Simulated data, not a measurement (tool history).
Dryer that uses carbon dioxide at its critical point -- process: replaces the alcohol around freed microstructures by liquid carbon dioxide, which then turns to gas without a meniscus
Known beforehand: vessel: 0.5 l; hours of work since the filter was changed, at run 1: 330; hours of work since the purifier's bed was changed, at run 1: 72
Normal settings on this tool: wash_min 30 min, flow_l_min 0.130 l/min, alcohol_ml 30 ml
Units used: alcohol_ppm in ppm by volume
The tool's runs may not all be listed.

run     day  wash_min  flow_l_min  alcohol_ml  hours of work since the filter was changed  hours of work since the purifier's bed was changed  alcohol_ppm
  1   0.000        30       0.130          30                                         330                                                  72          291
  2   0.712        30       0.124          30                                         341                                                  82          384
      1.100  -- inlet filter changed
  3   1.533        30       0.124          30                                           6                                                  93          289
  4   2.450        30       0.186          30                                          19                                                 106           45
  5   3.100        24       0.130          30                                          29                                                 115          659
  6   3.975        24       0.130          30                                          41                                                 128          663
  7   4.396        30       0.130          30                                          47                                                 134          229
  8   4.850        30       0.130          30                                          54                                                 140          231
  9   5.771        30       0.130          30                                          67                                                 154          237
 10   6.162        45       0.130          30                                          72                                                 159           48
 11   6.588        45       0.130          30                                          78                                                 165           45
 12   7.462        45       0.130          30                                          91                                                 178           46
 13   8.271        45       0.130          89                                         102                                                 189           76
 14   9.025        45       0.130          89                                         113                                                 200           87
 15   9.704        30       0.130          30                                         123                                                 210          255
 16  10.517        30       0.130          30                                         134                                                 221          277
 17  11.183        30       0.116          30                                         144                                                 231          463
 18  12.033        30       0.116          30                                         156                                                 243          472
 19  12.454        30       0.130          30                                         162                                                 249          265
 20  13.183        30       0.130          21                                         172                                                 259          215
 21  13.700        21       0.130          34                                         180                                                 267         1482
 22  14.225        48       0.130          22                                         187                                                 274           44
 23  14.892        48       0.130          22                                         197                                                 284           52
 24  15.729        48       0.130          22                                         209                                                 296           52
 25  16.458        48       0.130          22                                         219                                                 306           60
 26  17.254        35       0.130          61                                         231                                                 317          262
 27  17.800        21       0.130          30                                         238                                                 325         1337
 28  18.633        21       0.130          30                                         250                                                 337         1374
 29  19.596        21       0.130          30                                         264                                                 351         1357
 30  20.450        18       0.083         108                                         276                                                 363        26895
 31  20.908        38       0.130         103                                         283                                                 370          268
 32  21.800        38       0.130         103                                         295                                                 382          279
 33  22.562        38       0.130         103                                         306                                                 393          284
 34  23.062        30       0.100          74                                         313                                                 400         2374
 35  23.688        32       0.100          74                                         322                                                 409         1807
 36  24.542        32       0.100          74                                         335                                                 421         1914
 37  25.142        30       0.085          84                                         343                                                 430         5148
     25.342  -- inlet filter changed
 38  25.788        23       0.169          30                                           6                                                 439          284
 39  26.421        30       0.130         101                                          15                                                 448          773

For each run, the measured value with the value that run would have given without the tool's hidden condition subtracted. The run-to-run variation is shared by both, the gauge scatter possibly not:
Hidden state present: flow that reaches the vessel past the clogged filter, %; alcohol in the recycled carbon dioxide, ppm; drift of the gauge itself on alcohol_ppm, %.
run  alcohol_ppm
  1          +88
  2         +112
  3          +18
  4          +17
  5          +36
  6          +44
  7          +30
  8          +34
  9          +38
 10          +24
 11          +25
 12          +28
 13          +33
 14          +37
 15          +58
 16          +64
 17          +87
 18          +93
 19          +72
 20          +67
 21         +210
 22          +43
 23          +46
 24          +47
 25          +50
 26          +98
 27         +244
 28         +260
 29         +267
 30        +2670
 31         +118
 32         +122
 33         +127
 34         +541
 35         +452
 36         +495
 37        +1051
 38          +75
 39         +108
